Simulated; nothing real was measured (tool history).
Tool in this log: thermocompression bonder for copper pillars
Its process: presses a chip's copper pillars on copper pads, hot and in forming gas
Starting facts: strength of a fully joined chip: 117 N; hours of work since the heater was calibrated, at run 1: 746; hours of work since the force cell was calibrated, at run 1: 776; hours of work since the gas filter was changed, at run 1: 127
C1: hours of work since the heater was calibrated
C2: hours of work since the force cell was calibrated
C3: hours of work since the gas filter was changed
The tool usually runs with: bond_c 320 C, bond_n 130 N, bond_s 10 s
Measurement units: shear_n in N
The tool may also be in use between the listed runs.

{"run": 1, "hour": 0.0, "bond_c": 320, "bond_n": 130, "bond_s": 10, "C1": 746, "C2": 776, "C3": 127, "shear_n": 67.2}
{"hour": 19.6, "done": "forming gas filter changed"}
{"run": 2, "hour": 25.3, "bond_c": 320, "bond_n": 130, "bond_s": 10, "C1": 762, "C2": 792, "C3": 4, "shear_n": 68.4}
{"hour": 50.2, "done": "force cell calibrated"}
{"run": 3, "hour": 53.2, "bond_c": 320, "bond_n": 130, "bond_s": 17, "C1": 780, "C2": 2, "C3": 21, "shear_n": 79.3}
{"run": 4, "hour": 85.1, "bond_c": 320, "bond_n": 130, "bond_s": 17, "C1": 801, "C2": 23, "C3": 42, "shear_n": 79.9}
{"run": 5, "hour": 98.6, "bond_c": 320, "bond_n": 130, "bond_s": 17, "C1": 809, "C2": 32, "C3": 51, "shear_n": 79.2}
{"run": 6, "hour": 131.1, "bond_c": 320, "bond_n": 130, "bond_s": 17, "C1": 831, "C2": 53, "C3": 72, "shear_n": 78.2}
{"run": 7, "hour": 155.0, "bond_c": 334, "bond_n": 130, "bond_s": 10, "C1": 847, "C2": 69, "C3": 88, "shear_n": 75.4}
{"hour": 170.2, "done": "heater calibrated with a thermocouple chip"}
{"run": 8, "hour": 179.6, "bond_c": 334, "bond_n": 103, "bond_s": 10, "C1": 6, "C2": 84, "C3": 103, "shear_n": 62.2}

The next listed run, before its measurement:
{"run": 9, "hour": 196.7, "bond_c": 334, "bond_n": 103, "bond_s": 10, "C1": 17, "C2": 95, "C3": 114, "shear_n": "?"}

For run 9 the tool returned shear_n 62.6 N.
On a tool with no hidden condition, and with the same random variation, this run would have come out at shear_n 62.8 N.
